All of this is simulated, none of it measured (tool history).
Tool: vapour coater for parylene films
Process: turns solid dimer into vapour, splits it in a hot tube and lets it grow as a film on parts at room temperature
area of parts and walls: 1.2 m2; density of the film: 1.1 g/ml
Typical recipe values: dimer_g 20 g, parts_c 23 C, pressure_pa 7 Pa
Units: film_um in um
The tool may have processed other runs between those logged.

| run | hour | dimer_g | parts_c | pressure_pa | film_um |
|---|---|---|---|---|---|
| 1 | 0 | 20 | 23 | 7 | 7.18 |
| 2 | 18.7 | 20 | 23 | 7 | 7.17 |
| 3 | 56.9 | 20 | 23 | 7 | 7.08 |
| 4 | 100.1 | 20 | 23 | 7 | 7.16 |
| 5 | 137.1 | 20 | 23 | 7 | 7.07 |
| 6 | 156.7 | 20 | 30 | 7 | 6.3 |
| 7 | 185.3 | 20 | 30 | 7 | 6.27 |
| 8 | 224.6 | 20 | 30 | 7 | 6.21 |
| 9 | 244.9 | 20 | 30 | 7 | 6.26 |
| 10 | 284.1 | 20 | 30 | 7 | 6.19 |
| 11 | 307.3 | 20 | 23 | 9.77 | 6.72 |
| 12 | 333 | 20 | 23 | 7 | 6.92 |
| 13 | 364.3 | 20 | 18 | 7 | 7.47 |
| 14 | 395.5 | 20 | 23 | 7 | 6.9 |
| 15 | 418.6 | 18 | 23 | 2.12 | 6.77 |
| 16 | 437.2 | 18 | 23 | 2.12 | 6.72 |
| 17 | 470.3 | 33 | 21 | 5.18 | 11.79 |

Run 18 is up next; what results do you expect?
| 18 | 504 | 33 | 21 | 5.18 | ? |

Run 18 produced film_um 11.8 um.
With the hidden condition absent and the run-to-run variation left alone, this run would have shown film_um 12.8 um.
